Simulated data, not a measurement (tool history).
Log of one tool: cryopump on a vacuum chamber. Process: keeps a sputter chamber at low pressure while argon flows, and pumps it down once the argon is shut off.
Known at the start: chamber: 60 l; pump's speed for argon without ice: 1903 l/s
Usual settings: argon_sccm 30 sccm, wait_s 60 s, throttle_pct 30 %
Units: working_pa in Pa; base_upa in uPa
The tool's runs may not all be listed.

run   hour  argon_sccm  wait_s  throttle_pct  working_pa  base_upa
  1      0          30      60            30      0.1006      2.52
  2   29.8          30      23            30      0.1012      4.14
  3   84.2          30      23            30      0.1027      4.41
     122.7  -- pump warmed up, emptied and cooled again
  4  129.7          30      60            17      0.1573      2.09
  5    180          30      23            30      0.0895      3.88
  6  221.4          30      23            30      0.0894      4.02
  7  253.1          30      27            30      0.0896      3.51
  8  304.2          30      27            30      0.0897      3.57
  9  340.7          30      27            30      0.0902      3.62
 10  395.2          30      60            30      0.0915      2.33
 11  450.2          30      60            30      0.0919      2.37
 12  497.1          30      60            30      0.0919      2.47
 13  541.4          37      39            30      0.1136      3.04
 14  597.8          14     250            20      0.0646      1.68
 15  651.2          41      28            19      0.1964      3.77
 16  700.7          27      33            43      0.0603       3.5
 17    761          27      33            43      0.0608      3.52
 18    789          24     160            48      0.0485      2.06
 19  829.3          24     160            48      0.0492      2.04
 20  883.8          40     266            48      0.0814      1.99
 21  908.4          26      55            32      0.0774      2.89
 22  952.5          30      30            30      0.0945      3.93
 23  992.3          30      30            30      0.0944      4.12

5 ways to go on from here, each from the tool as it stands after run 23. What would each give?
  A  1048          30      26            25           ?         ?
  B  1048          20     172            30           ?         ?
  C  1048          30     108            30           ?         ?
  D  1048          17      30            47           ?         ?
  E  1048          47     100            30           ?         ?

run  working_pa  base_upa
  A      0.1143      4.47
  B      0.0644      2.33
  C       0.096      2.48
  D      0.0373      4.08
  E      0.1514      2.55
Without the tool's hidden state the same runs would have given:
run  working_pa  base_upa
  A      0.1067      2.71
  B      0.0593      0.57
  C      0.0885      0.74
  D       0.033      2.32
  E      0.1396      0.78
